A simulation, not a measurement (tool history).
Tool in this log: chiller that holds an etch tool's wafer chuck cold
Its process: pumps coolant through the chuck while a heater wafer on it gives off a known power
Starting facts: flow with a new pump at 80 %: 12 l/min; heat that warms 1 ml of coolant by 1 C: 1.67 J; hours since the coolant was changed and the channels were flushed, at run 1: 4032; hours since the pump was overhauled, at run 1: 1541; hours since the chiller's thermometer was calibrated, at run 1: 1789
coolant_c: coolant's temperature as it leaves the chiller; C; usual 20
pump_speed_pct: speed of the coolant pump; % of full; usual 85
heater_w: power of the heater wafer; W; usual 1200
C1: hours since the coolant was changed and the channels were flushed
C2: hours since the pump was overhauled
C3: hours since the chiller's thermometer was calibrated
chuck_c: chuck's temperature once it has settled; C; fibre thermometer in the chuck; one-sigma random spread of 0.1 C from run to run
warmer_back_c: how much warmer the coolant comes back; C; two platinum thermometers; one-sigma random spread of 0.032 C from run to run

{"run": 1, "hour": 0.0, "coolant_c": 20, "pump_speed_pct": 85, "heater_w": 1200, "C1": 4032, "C2": 1541, "C3": 1789, "chuck_c": 28.6, "warmer_back_c": 3.43}
{"run": 2, "hour": 27.8, "coolant_c": 20, "pump_speed_pct": 85, "heater_w": 1200, "C1": 4060, "C2": 1568, "C3": 1817, "chuck_c": 28.5, "warmer_back_c": 3.45}
{"run": 3, "hour": 66.4, "coolant_c": 20, "pump_speed_pct": 85, "heater_w": 1200, "C1": 4098, "C2": 1607, "C3": 1855, "chuck_c": 28.6, "warmer_back_c": 3.45}
{"run": 4, "hour": 91.7, "coolant_c": 20, "pump_speed_pct": 85, "heater_w": 1200, "C1": 4124, "C2": 1632, "C3": 1880, "chuck_c": 28.5, "warmer_back_c": 3.5}
{"run": 5, "hour": 119.0, "coolant_c": 20, "pump_speed_pct": 85, "heater_w": 1200, "C1": 4151, "C2": 1660, "C3": 1908, "chuck_c": 28.7, "warmer_back_c": 3.51}
{"hour": 123.4, "done": "chiller's thermometer calibrated"}
{"run": 6, "hour": 146.7, "coolant_c": 20, "pump_speed_pct": 85, "heater_w": 1200, "C1": 4178, "C2": 1686, "C3": 23, "chuck_c": 28.3, "warmer_back_c": 3.4}
{"run": 7, "hour": 171.8, "coolant_c": 20, "pump_speed_pct": 85, "heater_w": 1200, "C1": 4203, "C2": 1711, "C3": 48, "chuck_c": 28.4, "warmer_back_c": 3.47}
{"run": 8, "hour": 194.3, "coolant_c": 20, "pump_speed_pct": 85, "heater_w": 1200, "C1": 4225, "C2": 1734, "C3": 71, "chuck_c": 28.3, "warmer_back_c": 3.43}
{"run": 9, "hour": 228.6, "coolant_c": 26, "pump_speed_pct": 85, "heater_w": 1200, "C1": 4260, "C2": 1768, "C3": 105, "chuck_c": 34.4, "warmer_back_c": 3.53}
{"run": 10, "hour": 266.0, "coolant_c": 26, "pump_speed_pct": 85, "heater_w": 1200, "C1": 4297, "C2": 1806, "C3": 143, "chuck_c": 34.4, "warmer_back_c": 3.48}
{"hour": 273.7, "done": "chiller's thermometer calibrated, once more"}
{"run": 11, "hour": 302.6, "coolant_c": 26, "pump_speed_pct": 85, "heater_w": 1200, "C1": 4333, "C2": 1841, "C3": 29, "chuck_c": 34.8, "warmer_back_c": 3.47}
{"run": 12, "hour": 329.7, "coolant_c": 28, "pump_speed_pct": 62, "heater_w": 834, "C1": 4360, "C2": 1868, "C3": 56, "chuck_c": 36, "warmer_back_c": 3.41}
{"run": 13, "hour": 348.8, "coolant_c": 28, "pump_speed_pct": 62, "heater_w": 834, "C1": 4379, "C2": 1887, "C3": 75, "chuck_c": 35.8, "warmer_back_c": 3.47}
{"run": 14, "hour": 373.1, "coolant_c": 24, "pump_speed_pct": 88, "heater_w": 1186, "C1": 4403, "C2": 1912, "C3": 99, "chuck_c": 32.4, "warmer_back_c": 3.3}
{"run": 15, "hour": 410.3, "coolant_c": 20, "pump_speed_pct": 85, "heater_w": 861, "C1": 4440, "C2": 1949, "C3": 137, "chuck_c": 26.3, "warmer_back_c": 2.51}

Here are 3 independent what-if runs from the current tool condition. What would each one return?
{"run": "A", "hour": 438.7, "coolant_c": 16, "pump_speed_pct": 68, "heater_w": 1200, "C1": 4469, "C2": 1977, "C3": 165, "chuck_c": "?", "warmer_back_c": "?"}
{"run": "B", "hour": 438.7, "coolant_c": 16, "pump_speed_pct": 89, "heater_w": 854, "C1": 4469, "C2": 1977, "C3": 165, "chuck_c": "?", "warmer_back_c": "?"}
{"run": "C", "hour": 438.7, "coolant_c": 20, "pump_speed_pct": 85, "heater_w": 1255, "C1": 4469, "C2": 1977, "C3": 165, "chuck_c": "?", "warmer_back_c": "?"}

run=A chuck_c=26.5 warmer_back_c=4.46
run=B chuck_c=22.2 warmer_back_c=2.36
run=C chuck_c=29.3 warmer_back_c=3.68
Stripped of hidden state, with their random variation kept, the same runs would have yielded:
run=A chuck_c=24.9 warmer_back_c=4.29
run=B chuck_c=21.2 warmer_back_c=2.27
run=C chuck_c=27.8 warmer_back_c=3.54
